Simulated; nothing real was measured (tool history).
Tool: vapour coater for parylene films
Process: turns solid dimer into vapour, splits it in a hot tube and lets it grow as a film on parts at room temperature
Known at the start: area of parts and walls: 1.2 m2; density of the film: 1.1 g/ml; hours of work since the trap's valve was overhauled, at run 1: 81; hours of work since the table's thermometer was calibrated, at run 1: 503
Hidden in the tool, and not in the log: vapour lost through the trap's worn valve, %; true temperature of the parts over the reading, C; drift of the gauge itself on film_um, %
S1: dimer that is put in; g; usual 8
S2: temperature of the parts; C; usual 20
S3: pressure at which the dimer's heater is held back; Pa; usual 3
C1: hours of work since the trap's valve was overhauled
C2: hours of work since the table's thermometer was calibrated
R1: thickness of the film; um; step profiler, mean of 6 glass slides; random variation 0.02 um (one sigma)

run 1 hour=0 | S1=8 S2=20 S3=3 | C1=81 C2=503 | R1=4.27
run 2 hour=13.4 | S1=8 S2=20 S3=3 | C1=92 C2=514 | R1=4.25
run 3 hour=33.5 | S1=8 S2=20 S3=3 | C1=109 C2=530 | R1=4.24
run 4 hour=44.4 | S1=8 S2=20 S3=3 | C1=118 C2=539 | R1=4.28
run 5 hour=65.2 | S1=8 S2=20 S3=2.06 | C1=135 C2=557 | R1=4.47
run 6 hour=85.5 | S1=8 S2=20 S3=2.06 | C1=152 C2=573 | R1=4.53
run 7 hour=94.7 | S1=10 S2=20 S3=2.06 | C1=159 C2=581 | R1=5.66
run 8 hour=115 | S1=8 S2=20 S3=3 | C1=176 C2=598 | R1=4.18
run 9 hour=135.1 | S1=8 S2=12 S3=3 | C1=193 C2=614 | R1=4.95
run 10 hour=156.9 | S1=8 S2=12 S3=3 | C1=211 C2=632 | R1=4.94
run 11 hour=168.8 | S1=8 S2=12 S3=3 | C1=220 C2=642 | R1=4.87
run 12 hour=189.4 | S1=8 S2=12 S3=3 | C1=237 C2=659 | R1=4.9
run 13 hour=204.5 | S1=8 S2=20 S3=3 | C1=250 C2=671 | R1=4.21
run 14 hour=215.5 | S1=8 S2=20 S3=3 | C1=259 C2=680 | R1=4.12
run 15 hour=232.8 | S1=6 S2=20 S3=3 | C1=273 C2=695 | R1=3.13
run 16 hour=246.2 | S1=6 S2=20 S3=3 | C1=284 C2=706 | R1=3.15
run 17 hour=262.4 | S1=6 S2=20 S3=3 | C1=298 C2=719 | R1=3.14
run 18 hour=283.3 | S1=8 S2=21 S3=3 | C1=315 C2=736 | R1=4.11
run 19 hour=302.6 | S1=8 S2=20 S3=8.36 | C1=331 C2=752 | R1=3.48
run 20 hour=321.2 | S1=8 S2=20 S3=8.36 | C1=346 C2=767 | R1=3.46
run 21 hour=334.9 | S1=8 S2=20 S3=8.36 | C1=357 C2=779 | R1=3.47
run 22 hour=347.1 | S1=8 S2=13 S3=8.36 | C1=367 C2=789 | R1=3.94
run 23 hour=358.9 | S1=12 S2=20 S3=3 | C1=377 C2=799 | R1=6.21
run 24 hour=374.5 | S1=4 S2=25 S3=5.81 | C1=390 C2=811 | R1=1.66
run 25 hour=389 | S1=8 S2=30 S3=2.85 | C1=402 C2=823 | R1=3.45
-- hour=414.6 trap's valve overhauled
run 26 hour=414.6 | S1=5 S2=22 S3=8.9 | C1=0 C2=841 | R1=2.07
run 27 hour=432.5 | S1=5 S2=22 S3=8.9 | C1=15 C2=856 | R1=2.04
run 28 hour=444.1 | S1=5 S2=22 S3=8.9 | C1=24 C2=866 | R1=2.03
run 29 hour=462 | S1=4 S2=13 S3=3 | C1=39 C2=880 | R1=2.38
run 30 hour=477.1 | S1=11 S2=13 S3=4.88 | C1=52 C2=893 | R1=5.97
run 31 hour=487.3 | S1=11 S2=18 S3=4.88 | C1=60 C2=901 | R1=5.43
run 32 hour=507.1 | S1=11 S2=18 S3=4.88 | C1=76 C2=917 | R1=5.42
run 33 hour=523.5 | S1=11 S2=18 S3=4.88 | C1=90 C2=931 | R1=5.4
run 34 hour=541.2 | S1=3 S2=18 S3=3.79 | C1=104 C2=945 | R1=1.53
-- hour=548.1 gauge calibrated
run 35 hour=555.5 | S1=13 S2=32 S3=3 | C1=116 C2=957 | R1=5.5
run 36 hour=576 | S1=9 S2=32 S3=11.42 | C1=133 C2=974 | R1=2.96
run 37 hour=592.8 | S1=9 S2=32 S3=11.42 | C1=147 C2=988 | R1=2.95
run 38 hour=613.5 | S1=5 S2=32 S3=3.56 | C1=164 C2=1005 | R1=2.04
run 39 hour=630.4 | S1=8 S2=13 S3=4.97 | C1=178 C2=1019 | R1=4.37
run 40 hour=650 | S1=8 S2=13 S3=4.97 | C1=194 C2=1035 | R1=4.43
run 41 hour=665.2 | S1=8 S2=13 S3=4.97 | C1=206 C2=1048 | R1=4.41
run 42 hour=685.5 | S1=4 S2=23 S3=3.3 | C1=223 C2=1064 | R1=1.96
run 43 hour=702.2 | S1=7 S2=25 S3=3 | C1=237 C2=1078 | R1=3.35
run 44 hour=720.3 | S1=7 S2=25 S3=3 | C1=252 C2=1093 | R1=3.34
run 45 hour=738.9 | S1=7 S2=25 S3=6.69 | C1=267 C2=1108 | R1=2.89
run 46 hour=755.5 | S1=9 S2=17 S3=2.53 | C1=281 C2=1122 | R1=5.19

5 ways to go on from here, each from the tool as it stands after run 46. What would each give?
-- hour=762 gauge calibrated
run A hour=772.4 | S1=12 S2=17 S3=2.53 | C1=295 C2=1136 | R1=?
-- hour=762 gauge calibrated
run B hour=772.4 | S1=4 S2=14 S3=2.84 | C1=295 C2=1136 | R1=?
-- hour=762 gauge calibrated
run C hour=772.4 | S1=8 S2=14 S3=9.22 | C1=295 C2=1136 | R1=?
-- hour=762 gauge calibrated
run D hour=772.4 | S1=9 S2=16 S3=2.53 | C1=295 C2=1136 | R1=?
-- hour=762 gauge calibrated
run E hour=772.4 | S1=8 S2=20 S3=3 | C1=295 C2=1136 | R1=?

run=A R1=7
run=B R1=2.39
run=C R1=3.89
run=D R1=5.29
run=E R1=4.23
Without the tool's hidden state the same runs would have given:
run=A R1=7.01
run=B R1=2.4
run=C R1=3.9
run=D R1=5.31
run=E R1=4.24
